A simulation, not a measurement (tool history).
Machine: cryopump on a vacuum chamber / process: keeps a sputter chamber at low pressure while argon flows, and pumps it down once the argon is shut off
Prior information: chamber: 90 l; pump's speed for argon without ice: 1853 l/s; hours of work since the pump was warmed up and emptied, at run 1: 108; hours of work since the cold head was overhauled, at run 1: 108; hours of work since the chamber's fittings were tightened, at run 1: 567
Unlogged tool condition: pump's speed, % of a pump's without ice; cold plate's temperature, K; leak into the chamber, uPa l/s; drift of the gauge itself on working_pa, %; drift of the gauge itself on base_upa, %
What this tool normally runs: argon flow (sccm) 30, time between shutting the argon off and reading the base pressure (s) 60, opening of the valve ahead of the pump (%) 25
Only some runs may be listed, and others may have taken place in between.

run   hour  argon flow (sccm)  time between shutting the argon off and reading the base pressure (s)  opening of the valve ahead of the pump (%)  hours of work since the pump was warmed up and emptied  hours of work since the cold head was overhauled  hours of work since the chamber's fittings were tightened  pressure while argon flows (Pa)  pressure after the wait (uPa)
  1    0.0                 30                                                                     60                                          25                                                     108                                               108                                                        567                           0.1112                           1.13
  2   11.3                 30                                                                     60                                          25                                                     115                                               115                                                        574                           0.1103                           1.10
  3   24.5                 30                                                                     60                                          25                                                     122                                               122                                                        581                           0.1105                           1.16
  4   32.7                 30                                                                     60                                          25                                                     127                                               127                                                        586                           0.1107                           1.13
  5   47.2                 30                                                                     60                                          57                                                     135                                               135                                                        594                           0.0499                           1.10
  6   54.4                 16                                                                     60                                          25                                                     140                                               140                                                        599                           0.0588                           1.14
  7   66.2                 16                                                                     60                                          25                                                     146                                               146                                                        605                           0.0589                           1.14
  8   80.4                 16                                                                     60                                          25                                                     155                                               155                                                        614                           0.0588                           1.16
  9   94.3                 14                                                                     80                                          37                                                     163                                               163                                                        622                           0.0353                           0.98
 10  107.6                 24                                                                     60                                          36                                                     170                                               170                                                        629                           0.0621                           1.13
 11  113.9                 33                                                                    192                                          53                                                     174                                               174                                                        633                           0.0599                           0.74
 12  124.6                 53                                                                    273                                          21                                                     180                                               180                                                        639                           0.2335                           0.71
 13  138.2                 44                                                                     35                                          45                                                     188                                               188                                                        647                           0.0922                           1.55

What if the next run were any one of these 5? Each begins from the tool's condition after run 13:
  A  153.2                 44                                                                     70                                          27                                                     197                                               197                                                        655                                ?                              ?
  B  153.2                 44                                                                    119                                          18                                                     197                                               197                                                        655                                ?                              ?
  C  153.2                 18                                                                     35                                          45                                                     197                                               197                                                        655                                ?                              ?
  D  153.2                 28                                                                     35                                          17                                                     197                                               197                                                        655                                ?                              ?
  E  153.2                 30                                                                     31                                          33                                                     197                                               197                                                        655                                ?                              ?

run  pressure while argon flows (Pa)  pressure after the wait (uPa)
  A                           0.1510                           1.12
  B                           0.2256                           0.90
  C                           0.0373                           1.65
  D                           0.1518                           1.59
  E                           0.0854                           1.78
Had the tool no hidden state, the same runs would have come out as:
run  pressure while argon flows (Pa)  pressure after the wait (uPa)
  A                           0.1482                           0.69
  B                           0.2228                           0.47
  C                           0.0361                           1.22
  D                           0.1500                           1.16
  E                           0.0835                           1.34
